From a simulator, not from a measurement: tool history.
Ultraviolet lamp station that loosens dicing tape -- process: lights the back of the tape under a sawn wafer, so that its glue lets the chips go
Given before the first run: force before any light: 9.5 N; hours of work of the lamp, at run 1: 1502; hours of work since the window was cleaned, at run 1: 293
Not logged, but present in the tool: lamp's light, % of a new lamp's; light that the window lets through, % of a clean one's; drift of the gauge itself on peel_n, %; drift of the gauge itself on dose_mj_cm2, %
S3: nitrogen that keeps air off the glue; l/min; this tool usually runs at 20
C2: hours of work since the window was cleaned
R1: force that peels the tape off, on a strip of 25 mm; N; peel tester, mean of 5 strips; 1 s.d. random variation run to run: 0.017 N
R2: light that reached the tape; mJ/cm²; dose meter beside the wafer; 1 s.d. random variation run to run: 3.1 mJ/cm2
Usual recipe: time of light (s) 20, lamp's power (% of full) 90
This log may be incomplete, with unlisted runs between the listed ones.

{"run": 1, "hour": 0.0, "time of light (s)": 20, "lamp's power (% of full)": 90, "S3": 20, "hours of work of the lamp": 1502, "C2": 293, "R1": 1.917, "R2": 294}
{"hour": 28.6, "done": "window cleaned of glue's vapour"}
{"run": 2, "hour": 64.4, "time of light (s)": 20, "lamp's power (% of full)": 90, "S3": 20, "hours of work of the lamp": 1551, "C2": 28, "R1": 1.579, "R2": 330}
{"run": 3, "hour": 119.8, "time of light (s)": 20, "lamp's power (% of full)": 90, "S3": 20, "hours of work of the lamp": 1594, "C2": 71, "R1": 1.628, "R2": 319}
{"run": 4, "hour": 185.7, "time of light (s)": 20, "lamp's power (% of full)": 90, "S3": 20, "hours of work of the lamp": 1645, "C2": 121, "R1": 1.826, "R2": 306}
{"run": 5, "hour": 243.0, "time of light (s)": 20, "lamp's power (% of full)": 90, "S3": 20, "hours of work of the lamp": 1689, "C2": 166, "R1": 1.885, "R2": 301}
{"run": 6, "hour": 299.2, "time of light (s)": 20, "lamp's power (% of full)": 90, "S3": 20, "hours of work of the lamp": 1733, "C2": 209, "R1": 1.983, "R2": 290}
{"run": 7, "hour": 384.3, "time of light (s)": 20, "lamp's power (% of full)": 90, "S3": 20, "hours of work of the lamp": 1798, "C2": 275, "R1": 2.128, "R2": 278}
{"hour": 398.0, "done": "lamp changed"}
{"hour": 437.9, "done": "window cleaned of glue's vapour"}
{"run": 8, "hour": 437.9, "time of light (s)": 20, "lamp's power (% of full)": 81, "S3": 20, "hours of work of the lamp": 30, "C2": 0, "R1": 1.144, "R2": 412}
{"run": 9, "hour": 527.7, "time of light (s)": 20, "lamp's power (% of full)": 81, "S3": 20, "hours of work of the lamp": 100, "C2": 69, "R1": 1.189, "R2": 386}
{"run": 10, "hour": 593.4, "time of light (s)": 20, "lamp's power (% of full)": 84, "S3": 20, "hours of work of the lamp": 151, "C2": 120, "R1": 1.177, "R2": 391}
{"run": 11, "hour": 643.6, "time of light (s)": 20, "lamp's power (% of full)": 90, "S3": 20, "hours of work of the lamp": 189, "C2": 159, "R1": 1.09, "R2": 415}
{"run": 12, "hour": 709.7, "time of light (s)": 11, "lamp's power (% of full)": 90, "S3": 20, "hours of work of the lamp": 240, "C2": 210, "R1": 2.874, "R2": 220}
{"run": 13, "hour": 756.2, "time of light (s)": 11, "lamp's power (% of full)": 76, "S3": 20, "hours of work of the lamp": 276, "C2": 246, "R1": 3.548, "R2": 177}
{"run": 14, "hour": 834.8, "time of light (s)": 20, "lamp's power (% of full)": 90, "S3": 20, "hours of work of the lamp": 337, "C2": 307, "R1": 1.343, "R2": 370}
{"hour": 844.9, "done": "window cleaned of glue's vapour"}
{"run": 15, "hour": 912.6, "time of light (s)": 20, "lamp's power (% of full)": 90, "S3": 12, "hours of work of the lamp": 397, "C2": 52, "R1": 1.547, "R2": 423}
{"run": 16, "hour": 995.1, "time of light (s)": 20, "lamp's power (% of full)": 90, "S3": 12, "hours of work of the lamp": 461, "C2": 116, "R1": 1.646, "R2": 399}
{"run": 17, "hour": 1073.1, "time of light (s)": 20, "lamp's power (% of full)": 90, "S3": 12, "hours of work of the lamp": 521, "C2": 176, "R1": 1.8, "R2": 388}
{"run": 18, "hour": 1154.9, "time of light (s)": 20, "lamp's power (% of full)": 90, "S3": 18, "hours of work of the lamp": 584, "C2": 240, "R1": 1.442, "R2": 368}
{"run": 19, "hour": 1225.9, "time of light (s)": 20, "lamp's power (% of full)": 90, "S3": 20, "hours of work of the lamp": 639, "C2": 294, "R1": 1.382, "R2": 356}
{"hour": 1253.9, "done": "window cleaned of glue's vapour"}
{"run": 20, "hour": 1310.5, "time of light (s)": 20, "lamp's power (% of full)": 90, "S3": 20, "hours of work of the lamp": 704, "C2": 44, "R1": 1.163, "R2": 400}
{"run": 21, "hour": 1363.7, "time of light (s)": 20, "lamp's power (% of full)": 90, "S3": 20, "hours of work of the lamp": 745, "C2": 85, "R1": 1.267, "R2": 380}
{"run": 22, "hour": 1401.6, "time of light (s)": 30, "lamp's power (% of full)": 62, "S3": 8, "hours of work of the lamp": 774, "C2": 114, "R1": 2.297, "R2": 388}
{"run": 23, "hour": 1463.7, "time of light (s)": 20, "lamp's power (% of full)": 61, "S3": 6, "hours of work of the lamp": 822, "C2": 162, "R1": 4.091, "R2": 250}
{"run": 24, "hour": 1509.4, "time of light (s)": 30, "lamp's power (% of full)": 90, "S3": 14, "hours of work of the lamp": 858, "C2": 197, "R1": 0.853, "R2": 529}
{"run": 25, "hour": 1582.1, "time of light (s)": 30, "lamp's power (% of full)": 71, "S3": 8, "hours of work of the lamp": 914, "C2": 254, "R1": 2.068, "R2": 403}
{"run": 26, "hour": 1652.0, "time of light (s)": 20, "lamp's power (% of full)": 90, "S3": 10, "hours of work of the lamp": 968, "C2": 308, "R1": 2.473, "R2": 334}
{"hour": 1662.3, "done": "window cleaned of glue's vapour"}
{"run": 27, "hour": 1730.5, "time of light (s)": 20, "lamp's power (% of full)": 90, "S3": 10, "hours of work of the lamp": 1028, "C2": 53, "R1": 2.155, "R2": 366}
{"run": 28, "hour": 1794.9, "time of light (s)": 26, "lamp's power (% of full)": 90, "S3": 38, "hours of work of the lamp": 1078, "C2": 102, "R1": 0.533, "R2": 457}
{"run": 29, "hour": 1840.6, "time of light (s)": 26, "lamp's power (% of full)": 90, "S3": 38, "hours of work of the lamp": 1113, "C2": 138, "R1": 0.54, "R2": 448}
{"run": 30, "hour": 1918.8, "time of light (s)": 11, "lamp's power (% of full)": 90, "S3": 20, "hours of work of the lamp": 1174, "C2": 198, "R1": 3.651, "R2": 179}
{"run": 31, "hour": 1990.5, "time of light (s)": 11, "lamp's power (% of full)": 90, "S3": 20, "hours of work of the lamp": 1229, "C2": 254, "R1": 3.676, "R2": 174}
{"run": 32, "hour": 2040.7, "time of light (s)": 11, "lamp's power (% of full)": 90, "S3": 20, "hours of work of the lamp": 1268, "C2": 292, "R1": 3.717, "R2": 168}
{"hour": 2071.0, "done": "window cleaned of glue's vapour"}
{"run": 33, "hour": 2119.7, "time of light (s)": 28, "lamp's power (% of full)": 95, "S3": 20, "hours of work of the lamp": 1328, "C2": 38, "R1": 0.683, "R2": 505}
{"run": 34, "hour": 2208.7, "time of light (s)": 28, "lamp's power (% of full)": 95, "S3": 20, "hours of work of the lamp": 1397, "C2": 106, "R1": 0.806, "R2": 486}
{"run": 35, "hour": 2256.9, "time of light (s)": 20, "lamp's power (% of full)": 68, "S3": 20, "hours of work of the lamp": 1434, "C2": 144, "R1": 2.67, "R2": 237}

Expected results for the next run?
{"run": 36, "hour": 2294.6, "time of light (s)": 20, "lamp's power (% of full)": 74, "S3": 20, "hours of work of the lamp": 1464, "C2": 173, "R1": "?", "R2": "?"}

{"run 36": {"R1": 2.397, "R2": 254}}
If the tool had no hidden condition, the same run with the same run-to-run variation would have returned R1 1.215 N, R2 385 mJ/cm².

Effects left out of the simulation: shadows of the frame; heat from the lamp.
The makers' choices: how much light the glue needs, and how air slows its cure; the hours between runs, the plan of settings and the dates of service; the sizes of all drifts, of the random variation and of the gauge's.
